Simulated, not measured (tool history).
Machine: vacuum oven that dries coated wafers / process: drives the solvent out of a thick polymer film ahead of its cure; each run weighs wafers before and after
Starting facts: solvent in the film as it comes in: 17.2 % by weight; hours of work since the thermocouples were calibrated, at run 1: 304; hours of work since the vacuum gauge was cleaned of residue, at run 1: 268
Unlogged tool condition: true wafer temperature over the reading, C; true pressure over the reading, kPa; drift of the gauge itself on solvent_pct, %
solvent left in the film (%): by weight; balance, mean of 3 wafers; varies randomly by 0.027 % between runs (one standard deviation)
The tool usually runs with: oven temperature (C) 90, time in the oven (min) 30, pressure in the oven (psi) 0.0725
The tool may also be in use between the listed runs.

run	hour	oven temperature (C)	time in the oven (min)	pressure in the oven (psi)	hours of work since the thermocouples were calibrated	hours of work since the vacuum gauge was cleaned of residue	solvent left in the film (%)
1	0.0	90	30	0.0725	304	268	1.12
2	18.0	90	30	0.0725	312	276	1.08
3	33.3	90	30	0.1713	319	283	1.36
4	61.0	90	30	0.1713	332	296	1.40
5	89.6	90	30	0.1713	346	310	1.36
6	112.6	90	30	0.1713	357	320	1.42
7	130.5	90	30	0.1713	365	329	1.38
8	146.7	90	30	0.1713	372	336	1.36
# hour 151.3: oven's thermocouples calibrated
9	168.2	90	30	0.1713	8	346	1.37
10	181.0	90	30	0.1713	14	352	1.40
11	194.1	79	38	0.1714	20	358	3.57
12	222.0	80	53	0.0725	33	371	1.64
13	244.3	90	30	0.0920	44	381	1.23
14	258.8	90	30	0.0920	50	388	1.21
# hour 265.0: oven's thermocouples calibrated, once more
15	288.2	90	30	0.0920	11	401	1.06
16	305.3	96	40	0.0503	19	409	0.14
17	320.7	88	28	0.0725	26	416	1.56
18	343.2	88	28	0.0725	37	427	1.56
19	367.1	76	30	0.2651	48	438	5.82

Below, some changes in solvent left in the film (%) between adjacent runs. For each, the amount present without the hidden state too (settings, incoming material, random variation) and the amount remaining for the hidden state with gauge scatter not shared by both compared results:
Run 14 -> 15: oven's thermocouples calibrated, once more. solvent left in the film (%) -0.15: hidden state -0.13, all else -0.02.
Run 18 -> 19: oven temperature (C) 88 -> 76, time in the oven (min) 28 -> 30, pressure in the oven (psi) 0.0725 -> 0.2651. solvent left in the film (%) +4.26: hidden state -0.03, all else +4.29.

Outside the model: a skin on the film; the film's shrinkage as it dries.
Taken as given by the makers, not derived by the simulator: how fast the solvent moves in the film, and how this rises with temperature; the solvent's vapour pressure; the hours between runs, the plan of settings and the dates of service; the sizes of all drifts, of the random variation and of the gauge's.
